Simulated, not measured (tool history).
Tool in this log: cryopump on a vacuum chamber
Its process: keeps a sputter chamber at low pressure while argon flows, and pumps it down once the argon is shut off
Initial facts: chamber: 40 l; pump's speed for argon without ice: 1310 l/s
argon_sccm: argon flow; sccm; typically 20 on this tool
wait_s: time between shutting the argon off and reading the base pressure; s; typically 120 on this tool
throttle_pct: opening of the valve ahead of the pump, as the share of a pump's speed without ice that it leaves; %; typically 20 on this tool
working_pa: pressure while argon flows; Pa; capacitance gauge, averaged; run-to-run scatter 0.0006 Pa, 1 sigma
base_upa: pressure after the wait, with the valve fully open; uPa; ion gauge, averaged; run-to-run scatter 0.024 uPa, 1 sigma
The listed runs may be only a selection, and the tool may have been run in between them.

run 1 day=0.000 | argon_sccm=20 wait_s=120 throttle_pct=20 | working_pa=0.1292 base_upa=1.67
run 2 day=0.671 | argon_sccm=20 wait_s=120 throttle_pct=20 | working_pa=0.1291 base_upa=1.72
run 3 day=1.312 | argon_sccm=20 wait_s=120 throttle_pct=20 | working_pa=0.1291 base_upa=1.71
run 4 day=1.854 | argon_sccm=20 wait_s=120 throttle_pct=20 | working_pa=0.1290 base_upa=1.69
run 5 day=2.492 | argon_sccm=20 wait_s=120 throttle_pct=20 | working_pa=0.1289 base_upa=1.67
run 6 day=3.721 | argon_sccm=20 wait_s=120 throttle_pct=20 | working_pa=0.1281 base_upa=1.70
run 7 day=4.458 | argon_sccm=20 wait_s=62 throttle_pct=20 | working_pa=0.1293 base_upa=2.36
run 8 day=4.992 | argon_sccm=20 wait_s=62 throttle_pct=20 | working_pa=0.1289 base_upa=2.36
run 9 day=5.550 | argon_sccm=20 wait_s=120 throttle_pct=36 | working_pa=0.0734 base_upa=1.79
run 10 day=6.138 | argon_sccm=20 wait_s=29 throttle_pct=36 | working_pa=0.0726 base_upa=3.81
run 11 day=6.967 | argon_sccm=20 wait_s=120 throttle_pct=48 | working_pa=0.0550 base_upa=1.71
run 12 day=7.950 | argon_sccm=13 wait_s=221 throttle_pct=26 | working_pa=0.0661 base_upa=1.51
run 13 day=9.062 | argon_sccm=13 wait_s=221 throttle_pct=26 | working_pa=0.0653 base_upa=1.51
run 14 day=10.242 | argon_sccm=15 wait_s=261 throttle_pct=16 | working_pa=0.1224 base_upa=1.46
run 15 day=10.879 | argon_sccm=15 wait_s=261 throttle_pct=16 | working_pa=0.1226 base_upa=1.45
run 16 day=12.021 | argon_sccm=39 wait_s=120 throttle_pct=20 | working_pa=0.2548 base_upa=1.78
run 17 day=13.238 | argon_sccm=20 wait_s=47 throttle_pct=22 | working_pa=0.1195 base_upa=2.74
run 18 day=14.483 | argon_sccm=19 wait_s=21 throttle_pct=28 | working_pa=0.0902 base_upa=4.74
run 19 day=15.033 | argon_sccm=10 wait_s=104 throttle_pct=25 | working_pa=0.0529 base_upa=1.99
run 20 day=15.838 | argon_sccm=10 wait_s=104 throttle_pct=25 | working_pa=0.0524 base_upa=1.86
run 21 day=16.354 | argon_sccm=10 wait_s=104 throttle_pct=25 | working_pa=0.0518 base_upa=1.95
run 22 day=17.117 | argon_sccm=17 wait_s=274 throttle_pct=25 | working_pa=0.0891 base_upa=1.45

What would each run have given without the hidden state, its run-to-run variation left as it was?
The hidden state here: pump's speed, % of a pump's without ice; cold plate's temperature, K; leak into the chamber, uPa l/s; drift of the gauge itself on working_pa, %; drift of the gauge itself on base_upa, %.
run=1 working_pa=0.1289 base_upa=0.86
run=2 working_pa=0.1288 base_upa=0.89
run=3 working_pa=0.1287 base_upa=0.87
run=4 working_pa=0.1286 base_upa=0.87
run=5 working_pa=0.1284 base_upa=0.84
run=6 working_pa=0.1274 base_upa=0.85
run=7 working_pa=0.1286 base_upa=1.49
run=8 working_pa=0.1282 base_upa=1.48
run=9 working_pa=0.0726 base_upa=0.91
run=10 working_pa=0.0717 base_upa=2.93
run=11 working_pa=0.0541 base_upa=0.84
run=12 working_pa=0.0655 base_upa=0.61
run=13 working_pa=0.0646 base_upa=0.60
run=14 working_pa=0.1215 base_upa=0.51
run=15 working_pa=0.1216 base_upa=0.53
run=16 working_pa=0.2521 base_upa=0.87
run=17 working_pa=0.1180 base_upa=1.82
run=18 working_pa=0.0887 base_upa=3.81
run=19 working_pa=0.0521 base_upa=1.02
run=20 working_pa=0.0516 base_upa=0.93
run=21 working_pa=0.0510 base_upa=0.99
run=22 working_pa=0.0876 base_upa=0.48
